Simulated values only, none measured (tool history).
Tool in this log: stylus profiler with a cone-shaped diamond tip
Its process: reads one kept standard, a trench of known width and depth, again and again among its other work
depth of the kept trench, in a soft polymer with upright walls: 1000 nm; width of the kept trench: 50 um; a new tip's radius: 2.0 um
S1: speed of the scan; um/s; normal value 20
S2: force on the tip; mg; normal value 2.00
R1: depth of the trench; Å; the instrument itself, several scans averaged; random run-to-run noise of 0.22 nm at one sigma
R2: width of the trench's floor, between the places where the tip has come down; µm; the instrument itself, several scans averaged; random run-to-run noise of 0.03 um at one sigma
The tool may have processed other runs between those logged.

run 1 day=0.000 | S1=20 S2=2.00 | R1=10102.6 R2=45.60
run 2 day=0.812 | S1=20 S2=2.00 | R1=10099.3 R2=45.68
run 3 day=1.646 | S1=20 S2=2.00 | R1=10109.5 R2=45.64
run 4 day=2.708 | S1=20 S2=2.00 | R1=10104.2 R2=45.66
run 5 day=3.992 | S1=20 S2=2.68 | R1=10121.3 R2=45.58
run 6 day=4.942 | S1=20 S2=2.68 | R1=10121.4 R2=45.60
run 7 day=6.058 | S1=20 S2=2.68 | R1=10122.3 R2=45.61
run 8 day=7.471 | S1=20 S2=4.85 | R1=10163.6 R2=45.56
run 9 day=8.700 | S1=20 S2=4.85 | R1=10165.9 R2=45.54
run 10 day=9.542 | S1=20 S2=4.49 | R1=10160.6 R2=45.54
run 11 day=10.450 | S1=20 S2=4.49 | R1=10158.4 R2=45.53
run 12 day=11.346 | S1=20 S2=2.00 | R1=10112.3 R2=45.51
run 13 day=12.983 | S1=20 S2=2.00 | R1=10109.5 R2=45.53
run 14 day=14.192 | S1=6 S2=2.00 | R1=10115.4 R2=45.51
run 15 day=15.592 | S1=6 S2=2.00 | R1=10113.2 R2=45.48
run 16 day=16.325 | S1=6 S2=2.00 | R1=10118.4 R2=45.47
run 17 day=17.950 | S1=6 S2=2.00 | R1=10118.2 R2=45.48
run 18 day=19.404 | S1=6 S2=2.00 | R1=10116.7 R2=45.49
run 19 day=20.867 | S1=6 S2=2.00 | R1=10117.3 R2=45.43
run 20 day=22.121 | S1=6 S2=2.00 | R1=10119.6 R2=45.34
run 21 day=23.233 | S1=6 S2=2.00 | R1=10119.1 R2=45.42
run 22 day=24.512 | S1=6 S2=2.00 | R1=10123.8 R2=45.37
-- day=24.658 height scale calibrated on a step standard
run 23 day=25.454 | S1=20 S2=2.00 | R1=10069.8 R2=45.38
run 24 day=27.108 | S1=78 S2=2.07 | R1=10079.6 R2=45.17
run 25 day=28.546 | S1=7 S2=1.55 | R1=10062.7 R2=45.30
run 26 day=29.833 | S1=7 S2=1.55 | R1=10063.8 R2=45.32
run 27 day=30.867 | S1=7 S2=1.55 | R1=10066.9 R2=45.27
run 28 day=31.729 | S1=25 S2=2.34 | R1=10083.6 R2=45.29
run 29 day=32.779 | S1=28 S2=2.02 | R1=10075.8 R2=45.15
run 30 day=34.183 | S1=37 S2=3.26 | R1=10103.9 R2=45.19
run 31 day=35.312 | S1=65 S2=0.87 | R1=10051.1 R2=45.11
run 32 day=36.162 | S1=50 S2=0.89 | R1=10051.3 R2=45.12
run 33 day=37.671 | S1=19 S2=1.25 | R1=10062.6 R2=45.22
run 34 day=39.075 | S1=14 S2=3.31 | R1=10109.1 R2=45.23
run 35 day=39.938 | S1=14 S2=3.31 | R1=10109.4 R2=45.17
run 36 day=41.608 | S1=13 S2=2.22 | R1=10087.9 R2=45.17
run 37 day=42.721 | S1=6 S2=1.27 | R1=10063.6 R2=45.16
run 38 day=43.746 | S1=6 S2=1.06 | R1=10061.5 R2=45.19
run 39 day=44.912 | S1=64 S2=1.06 | R1=10062.7 R2=44.97
run 40 day=46.512 | S1=64 S2=1.06 | R1=10059.8 R2=44.95
run 41 day=47.667 | S1=6 S2=1.05 | R1=10062.7 R2=45.09
run 42 day=48.575 | S1=6 S2=1.05 | R1=10065.1 R2=45.09
run 43 day=49.525 | S1=6 S2=1.05 | R1=10064.9 R2=45.10
run 44 day=50.729 | S1=31 S2=3.05 | R1=10111.3 R2=45.06
run 45 day=51.412 | S1=76 S2=2.48 | R1=10101.4 R2=44.90

Same runs, no hidden state in the tool, same run-to-run variation:
The hidden state here: radius of the tip, um; height scale over the true one, %; drift of the gauge itself on depth_nm, %; drift of the gauge itself on floor_um, %.
run=1 R1=10066.7 R2=46.43
run=2 R1=10062.8 R2=46.52
run=3 R1=10072.4 R2=46.49
run=4 R1=10066.3 R2=46.52
run=5 R1=10082.4 R2=46.46
run=6 R1=10081.9 R2=46.49
run=7 R1=10082.0 R2=46.51
run=8 R1=10122.2 R2=46.48
run=9 R1=10123.6 R2=46.48
run=10 R1=10117.7 R2=46.49
run=11 R1=10114.9 R2=46.49
run=12 R1=10068.3 R2=46.48
run=13 R1=10064.4 R2=46.53
run=14 R1=10069.4 R2=46.52
run=15 R1=10066.2 R2=46.51
run=16 R1=10070.9 R2=46.51
run=17 R1=10069.6 R2=46.54
run=18 R1=10066.9 R2=46.57
run=19 R1=10066.5 R2=46.53
run=20 R1=10067.9 R2=46.45
run=21 R1=10066.6 R2=46.55
run=22 R1=10070.4 R2=46.51
run=23 R1=10065.1 R2=46.53
run=24 R1=10073.9 R2=46.35
run=25 R1=10056.0 R2=46.49
run=26 R1=10056.3 R2=46.53
run=27 R1=10058.6 R2=46.49
run=28 R1=10074.7 R2=46.52
run=29 R1=10066.3 R2=46.39
run=30 R1=10093.3 R2=46.45
run=31 R1=10039.7 R2=46.38
run=32 R1=10039.3 R2=46.41
run=33 R1=10049.6 R2=46.52
run=34 R1=10095.0 R2=46.55
run=35 R1=10094.7 R2=46.50
run=36 R1=10072.2 R2=46.52
run=37 R1=10047.1 R2=46.52
run=38 R1=10044.3 R2=46.57
run=39 R1=10044.7 R2=46.36
run=40 R1=10040.6 R2=46.36
run=41 R1=10042.7 R2=46.51
run=42 R1=10044.5 R2=46.52
run=43 R1=10043.6 R2=46.54
run=44 R1=10089.0 R2=46.52
run=45 R1=10078.7 R2=46.36
